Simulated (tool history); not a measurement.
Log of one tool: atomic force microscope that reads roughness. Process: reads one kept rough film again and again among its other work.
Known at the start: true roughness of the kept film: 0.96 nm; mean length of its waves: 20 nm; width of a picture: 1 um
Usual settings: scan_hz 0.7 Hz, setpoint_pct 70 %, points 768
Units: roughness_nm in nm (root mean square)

run,hour,scan_hz,setpoint_pct,points,roughness_nm
1,0,0.7,70,768,0.871
2,56.8,0.7,70,768,0.869
3,97,0.7,70,768,0.867
4,153.3,0.7,70,759,0.878
5,186.3,0.7,70,759,0.867
6,211.3,0.7,70,759,0.873
7,256.7,0.901,70,768,0.863
8,284,0.901,70,768,0.861
9,334.9,1.674,70,768,0.82
10,375.3,1.272,59,768,0.88
11,418.6,1.027,71,485,0.843
12,458.9,1.611,65,659,0.839
13,506.7,1.748,65,274,0.822
14,562.9,0.588,70,763,0.877
15,617.3,1.965,57,279,0.84
16,657.3,2.108,85,768,0.712

Taken out of this log: 7 entries between the listed runs. Where each belongs, and how the hidden state differs across it:
Between runs 2 and 3: new tip fitted (hour 77.1)
  radius of the tip, nm: 5.5 -> 5.1
Between runs 4 and 5: new tip fitted (hour 178.2)
  radius of the tip, nm: 5.5 -> 5.1; height scale over the true one, %: 0.18 -> 0.19
Between runs 7 and 8: height scale calibrated on a step standard (hour 262.1); new tip fitted (hour 281.6)
  radius of the tip, nm: 5.5 -> 5; height scale over the true one, %: 0.19 -> 0.01
Between runs 10 and 11: new tip fitted (hour 386)
  radius of the tip, nm: 5.6 -> 5.2; height scale over the true one, %: 0.01 -> 0.02
Between runs 12 and 13: new tip fitted (hour 489.2)
  radius of the tip, nm: 5.5 -> 5.1
Between runs 14 and 15: new tip fitted (hour 590.4)
  radius of the tip, nm: 5.5 -> 5.1
